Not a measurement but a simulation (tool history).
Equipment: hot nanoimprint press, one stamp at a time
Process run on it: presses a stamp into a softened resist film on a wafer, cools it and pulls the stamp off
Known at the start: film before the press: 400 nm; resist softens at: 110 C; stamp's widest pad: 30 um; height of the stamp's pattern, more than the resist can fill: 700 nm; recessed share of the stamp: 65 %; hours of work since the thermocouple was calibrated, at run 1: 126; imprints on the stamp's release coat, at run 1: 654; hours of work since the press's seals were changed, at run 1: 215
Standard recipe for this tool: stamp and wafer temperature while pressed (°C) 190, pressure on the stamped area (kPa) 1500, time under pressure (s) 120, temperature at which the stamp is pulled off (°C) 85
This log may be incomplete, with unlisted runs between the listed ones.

run	hour	stamp and wafer temperature while pressed (°C)	pressure on the stamped area (kPa)	time under pressure (s)	temperature at which the stamp is pulled off (°C)	hours of work since the thermocouple was calibrated	imprints on the stamp's release coat	hours of work since the press's seals were changed	resist left under the stamp's widest pad (angstrom)	greatest force while the stamp is pulled off (N)
1	0	190	1500	120	85	126	654	215	1955	185
2	27.6	190	1500	120	85	148	739	237	1950	190
3	53.4	190	1500	120	85	169	818	258	1937	185
4	79.6	190	1500	120	85	190	899	279	1941	189
5	110.7	190	1500	120	85	214	995	304	1934	187
6	125.3	190	1770	120	85	226	1040	315	1798	198
7	143.6	196	1770	120	85	241	1096	330	1480	189
8	174.1	183	1500	120	85	265	1190	354	2361	196
9	201.4	183	1500	120	85	287	1275	376	2399	200
10	232.5	183	1500	99	85	312	1370	401	2535	195
# hour 250.5: stamp cleaned and given a new release coat
11	254.6	183	1500	99	85	325	12	414	2529	160
12	279.5	190	1500	120	81	345	89	434	1921	181
13	305.4	190	1500	120	75	365	169	455	1928	215
14	319.1	190	1500	120	75	376	211	466	1931	206
15	350.1	180	1460	129	85	401	307	490	2579	175
16	363.8	188	980	138	82	412	349	501	2385	183
17	379.6	190	1500	133	85	425	398	514	1863	173

Each row is a separate what-if for the run after 17, all from the same tool condition, not one after another. Results?
A	396.1	192	1150	182	85	438	448	527	?	?
B	396.1	190	1810	131	88	438	448	527	?	?
C	396.1	190	960	235	85	438	448	527	?	?

run	resist left under the stamp's widest pad (angstrom)	greatest force while the stamp is pulled off (N)
A	1788	176
B	1701	155
C	1901	182
Had the tool no hidden state, the same runs would have come out as:
run	resist left under the stamp's widest pad (angstrom)	greatest force while the stamp is pulled off (N)
A	1807	165
B	1707	146
C	1924	171
